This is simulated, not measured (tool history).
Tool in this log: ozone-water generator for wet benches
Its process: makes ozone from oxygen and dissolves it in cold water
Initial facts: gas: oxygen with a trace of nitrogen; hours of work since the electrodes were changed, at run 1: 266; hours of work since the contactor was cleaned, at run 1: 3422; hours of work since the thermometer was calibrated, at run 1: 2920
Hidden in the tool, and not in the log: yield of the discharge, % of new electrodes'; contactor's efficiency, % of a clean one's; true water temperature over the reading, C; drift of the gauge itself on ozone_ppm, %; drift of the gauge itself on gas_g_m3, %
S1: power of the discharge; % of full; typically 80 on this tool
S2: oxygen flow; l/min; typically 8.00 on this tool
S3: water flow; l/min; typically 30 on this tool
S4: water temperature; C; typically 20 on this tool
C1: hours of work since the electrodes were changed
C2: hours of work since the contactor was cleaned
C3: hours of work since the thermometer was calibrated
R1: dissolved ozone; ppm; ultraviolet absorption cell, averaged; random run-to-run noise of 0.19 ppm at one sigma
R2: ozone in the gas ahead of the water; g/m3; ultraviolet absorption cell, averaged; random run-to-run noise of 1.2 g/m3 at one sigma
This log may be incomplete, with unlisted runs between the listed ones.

run 1 hour=0.0 | S1=80 S2=8.00 S3=30 S4=20 | C1=266 C2=3422 C3=2920 | R1=27.8 R2=229.4
run 2 hour=25.1 | S1=80 S2=8.00 S3=30 S4=20 | C1=286 C2=3443 C3=2940 | R1=27.7 R2=229.0
run 3 hour=45.1 | S1=53 S2=8.00 S3=30 S4=20 | C1=302 C2=3459 C3=2957 | R1=20.0 R2=165.3
run 4 hour=60.3 | S1=53 S2=8.00 S3=30 S4=20 | C1=315 C2=3471 C3=2969 | R1=20.3 R2=165.9
run 5 hour=78.2 | S1=53 S2=8.00 S3=30 S4=20 | C1=329 C2=3485 C3=2983 | R1=19.8 R2=167.3
run 6 hour=101.5 | S1=53 S2=8.00 S3=30 S4=20 | C1=348 C2=3504 C3=3002 | R1=20.2 R2=170.0
run 7 hour=123.3 | S1=53 S2=8.00 S3=30 S4=20 | C1=365 C2=3522 C3=3020 | R1=19.9 R2=168.2
run 8 hour=150.9 | S1=53 S2=8.00 S3=30 S4=13 | C1=388 C2=3544 C3=3042 | R1=22.1 R2=168.5
run 9 hour=171.0 | S1=80 S2=8.00 S3=30 S4=20 | C1=404 C2=3560 C3=3058 | R1=28.0 R2=232.1
run 10 hour=197.5 | S1=80 S2=8.00 S3=30 S4=14 | C1=425 C2=3581 C3=3079 | R1=30.2 R2=233.7
run 11 hour=216.1 | S1=80 S2=7.22 S3=30 S4=20 | C1=440 C2=3596 C3=3094 | R1=27.1 R2=242.1
run 12 hour=231.9 | S1=80 S2=7.22 S3=30 S4=26 | C1=453 C2=3609 C3=3107 | R1=24.8 R2=241.2
run 13 hour=246.6 | S1=80 S2=8.00 S3=30 S4=20 | C1=465 C2=3621 C3=3119 | R1=27.9 R2=229.5
run 14 hour=265.5 | S1=80 S2=8.00 S3=30 S4=20 | C1=480 C2=3636 C3=3134 | R1=27.8 R2=231.9
run 15 hour=290.7 | S1=80 S2=8.00 S3=30 S4=20 | C1=500 C2=3656 C3=3154 | R1=27.8 R2=234.3
run 16 hour=314.5 | S1=80 S2=8.00 S3=30 S4=21 | C1=519 C2=3676 C3=3173 | R1=27.2 R2=232.1
run 17 hour=336.4 | S1=80 S2=10.50 S3=30 S4=20 | C1=537 C2=3693 C3=3191 | R1=29.2 R2=211.6
run 18 hour=349.0 | S1=80 S2=10.50 S3=18 S4=13 | C1=547 C2=3703 C3=3201 | R1=44.1 R2=213.5
run 19 hour=372.3 | S1=80 S2=10.50 S3=18 S4=13 | C1=566 C2=3722 C3=3220 | R1=44.1 R2=213.8
run 20 hour=402.5 | S1=48 S2=8.00 S3=24 S4=20 | C1=590 C2=3746 C3=3244 | R1=21.7 R2=159.4
run 21 hour=426.9 | S1=93 S2=11.37 S3=24 S4=20 | C1=610 C2=3766 C3=3264 | R1=37.0 R2=233.7
run 22 hour=444.0 | S1=80 S2=9.28 S3=30 S4=20 | C1=624 C2=3780 C3=3278 | R1=28.5 R2=223.5
run 23 hour=458.5 | S1=80 S2=5.37 S3=19 S4=15 | C1=635 C2=3792 C3=3289 | R1=37.7 R2=271.5
-- hour=462.8 gauge calibrated
run 24 hour=472.5 | S1=57 S2=5.37 S3=19 S4=15 | C1=647 C2=3803 C3=3301 | R1=29.3 R2=201.3
run 25 hour=501.5 | S1=79 S2=8.00 S3=33 S4=20 | C1=670 C2=3826 C3=3324 | R1=25.4 R2=228.6
run 26 hour=519.3 | S1=56 S2=11.42 S3=33 S4=26 | C1=684 C2=3840 C3=3338 | R1=18.5 R2=152.8
run 27 hour=544.3 | S1=93 S2=8.00 S3=30 S4=20 | C1=704 C2=3861 C3=3358 | R1=31.5 R2=261.2
run 28 hour=572.1 | S1=93 S2=8.00 S3=30 S4=20 | C1=727 C2=3883 C3=3381 | R1=31.3 R2=257.8
run 29 hour=602.1 | S1=93 S2=8.00 S3=30 S4=20 | C1=751 C2=3907 C3=3405 | R1=31.4 R2=259.9
run 30 hour=620.9 | S1=41 S2=8.00 S3=38 S4=26 | C1=766 C2=3922 C3=3420 | R1=12.4 R2=136.1
run 31 hour=639.5 | S1=84 S2=8.00 S3=23 S4=20 | C1=781 C2=3937 C3=3435 | R1=34.7 R2=239.8
run 32 hour=668.5 | S1=58 S2=12.98 S3=30 S4=22 | C1=804 C2=3961 C3=3458 | R1=22.2 R2=152.2
run 33 hour=693.8 | S1=58 S2=12.98 S3=30 S4=22 | C1=825 C2=3981 C3=3479 | R1=22.1 R2=151.5
run 34 hour=721.8 | S1=58 S2=11.60 S3=48 S4=22 | C1=847 C2=4004 C3=3501 | R1=15.7 R2=159.2

Results per run with the tool's hidden condition removed, run-to-run variation unchanged:
run=1 R2=229.4
run=2 R2=228.6
run=3 R2=164.8
run=4 R2=165.3
run=5 R2=166.4
run=6 R2=168.9
run=7 R2=166.9
run=8 R2=166.8
run=9 R2=229.6
run=10 R2=230.8
run=11 R2=238.8
run=12 R2=237.7
run=13 R2=225.9
run=14 R2=228.0
run=15 R2=230.0
run=16 R2=227.5
run=17 R2=207.1
run=18 R2=208.8
run=19 R2=208.8
run=20 R2=155.4
run=21 R2=227.5
run=22 R2=217.4
run=23 R2=263.7
run=24 R2=201.2
run=25 R2=228.1
run=26 R2=152.3
run=27 R2=259.9
run=28 R2=256.1
run=29 R2=257.6
run=30 R2=134.7
run=31 R2=237.1
run=32 R2=150.2
run=33 R2=149.3
run=34 R2=156.6
R1 without the hidden state stays within 0.1 ppm of what was measured, in all runs.

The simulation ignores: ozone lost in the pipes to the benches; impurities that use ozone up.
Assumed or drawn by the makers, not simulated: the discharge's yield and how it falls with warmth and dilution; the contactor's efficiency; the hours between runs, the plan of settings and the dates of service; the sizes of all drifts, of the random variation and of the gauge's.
